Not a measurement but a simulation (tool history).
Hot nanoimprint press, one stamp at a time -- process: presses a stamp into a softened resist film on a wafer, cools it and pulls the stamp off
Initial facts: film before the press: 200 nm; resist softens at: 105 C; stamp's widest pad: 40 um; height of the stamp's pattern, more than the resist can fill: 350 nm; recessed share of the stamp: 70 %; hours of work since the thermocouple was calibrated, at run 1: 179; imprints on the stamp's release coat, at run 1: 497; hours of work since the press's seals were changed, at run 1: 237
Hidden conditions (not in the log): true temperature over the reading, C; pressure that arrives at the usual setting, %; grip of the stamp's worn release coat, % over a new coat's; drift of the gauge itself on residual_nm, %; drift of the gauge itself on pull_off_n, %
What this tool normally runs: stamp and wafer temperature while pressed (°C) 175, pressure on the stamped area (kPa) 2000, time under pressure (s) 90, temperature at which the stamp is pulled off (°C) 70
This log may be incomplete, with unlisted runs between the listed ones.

run   hour  stamp and wafer temperature while pressed (°C)  pressure on the stamped area (kPa)  time under pressure (s)  temperature at which the stamp is pulled off (°C)  hours of work since the thermocouple was calibrated  imprints on the stamp's release coat  hours of work since the press's seals were changed  resist left under the stamp's widest pad (angstrom)  greatest force while the stamp is pulled off (N)
  1      0                                             175                                2000                       90                                                 70                                                  179                                   497                                                 237                                                 1186                                             123.3
  2   11.6                                             175                                2000                       90                                                 70                                                  186                                   532                                                 244                                                 1186                                             123.9
  3   17.7                                             175                                2660                       90                                                 70                                                  189                                   550                                                 248                                                 1068                                             124.9
  4   28.4                                             175                                2000                       90                                                 70                                                  196                                   582                                                 255                                                 1188                                               124
  5   37.7                                             175                                2000                       90                                                 70                                                  202                                   610                                                 260                                                 1184                                             124.9
  6   47.7                                             175                                2000                       90                                                 70                                                  208                                   640                                                 266                                                 1183                                             124.8
  7   56.4                                             175                                2000                       90                                                 70                                                  213                                   666                                                 272                                                 1181                                             126.1
  8     65                                             175                                2000                       90                                                 70                                                  219                                   692                                                 277                                                 1184                                             126.1
  9     73                                             175                                2000                       90                                                 70                                                  224                                   716                                                 282                                                 1185                                             126.5
      86.1  -- stamp cleaned and given a new release coat
 10   86.1                                             180                                1600                       99                                                 61                                                  228                                     0                                                 286                                                  990                                             128.2
 11   97.1                                             184                                2000                      128                                                 70                                                  235                                    33                                                 293                                                  668                                             117.2
 12  106.2                                             187                                1600                       95                                                 56                                                  240                                    60                                                 299                                                  724                                             135.6
 13  114.5                                             187                                1600                      130                                                 63                                                  245                                    85                                                 304                                                  635                                             127.2
 14    126                                             187                                1600                      130                                                 63                                                  253                                   119                                                 311                                                  633                                             126.8
 15  137.4                                             175                                2000                      124                                                 65                                                  260                                   153                                                 318                                                 1053                                             124.4
 16  145.7                                             173                                2000                       54                                                 70                                                  265                                   178                                                 323                                                 1459                                             119.5

Alternative continuations, all from the tool just after run 16; predict every row:
  A  153.6                                             176                                2430                       54                                                 57                                                  270                                   202                                                 328                                                    ?                                                 ?
  B  153.6                                             173                                1900                       62                                                 70                                                  270                                   202                                                 328                                                    ?                                                 ?
  C  153.6                                             175                                2120                       90                                                 74                                                  270                                   202                                                 328                                                    ?                                                 ?
  D  153.6                                             186                                2150                       90                                                 73                                                  270                                   202                                                 328                                                    ?                                                 ?

run  resist left under the stamp's widest pad (angstrom)  greatest force while the stamp is pulled off (N)
  A                                                 1241                                             135.8
  B                                                 1434                                             118.4
  C                                                 1154                                             113.5
  D                                                  681                                             114.7
Stripped of hidden state, with their random variation kept, the same runs would have yielded:
run  resist left under the stamp's widest pad (angstrom)  greatest force while the stamp is pulled off (N)
  A                                                 1262                                             133.5
  B                                                 1456                                             116.4
  C                                                 1177                                             111.6
  D                                                  695                                             112.8
